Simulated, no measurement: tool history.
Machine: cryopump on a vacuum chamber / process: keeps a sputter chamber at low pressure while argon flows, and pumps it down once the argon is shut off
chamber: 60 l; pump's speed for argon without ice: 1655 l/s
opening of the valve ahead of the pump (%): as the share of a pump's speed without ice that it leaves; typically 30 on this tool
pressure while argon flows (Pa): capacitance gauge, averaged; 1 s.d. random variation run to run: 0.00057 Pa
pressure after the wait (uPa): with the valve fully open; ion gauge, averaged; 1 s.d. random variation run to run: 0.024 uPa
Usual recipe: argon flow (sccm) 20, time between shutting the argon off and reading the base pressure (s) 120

run	hour	argon flow (sccm)	time between shutting the argon off and reading the base pressure (s)	opening of the valve ahead of the pump (%)	pressure while argon flows (Pa)	pressure after the wait (uPa)
1	0	20	120	30	0.0735	3.35
2	70.6	20	120	30	0.0735	3.38
3	160.4	14	120	30	0.0519	3.39
# hour 183.9: leaking fittings of the chamber tightened, without venting
4	237	14	120	30	0.0521	0.99
5	301.9	14	120	30	0.0533	1.05
# hour 334.3: pump warmed up, emptied and cooled again
6	388.4	14	120	30	0.0477	1.01
7	434	14	120	30	0.0493	0.99
8	484.9	14	30	39	0.0372	3.17
9	569.4	33	69	39	0.0883	1.61
10	659.8	20	120	55	0.0383	1.2

Each row is a separate what-if for the run after 10, all from the same tool condition, not one after another. Results?
A	730.6	30	115	19	?	?
B	730.6	17	132	42	?	?
C	730.6	18	110	16	?	?
D	730.6	37	120	26	?	?
E	730.6	20	183	26	?	?

run	pressure while argon flows (Pa)	pressure after the wait (uPa)
A	0.1635	1.28
B	0.0435	1.19
C	0.1174	1.26
D	0.1493	1.21
E	0.0816	1.05
Stripped of hidden state, with their random variation kept, the same runs would have yielded:
run	pressure while argon flows (Pa)	pressure after the wait (uPa)
A	0.1605	0.92
B	0.0418	0.83
C	0.1155	0.91
D	0.1456	0.86
E	0.0796	0.68
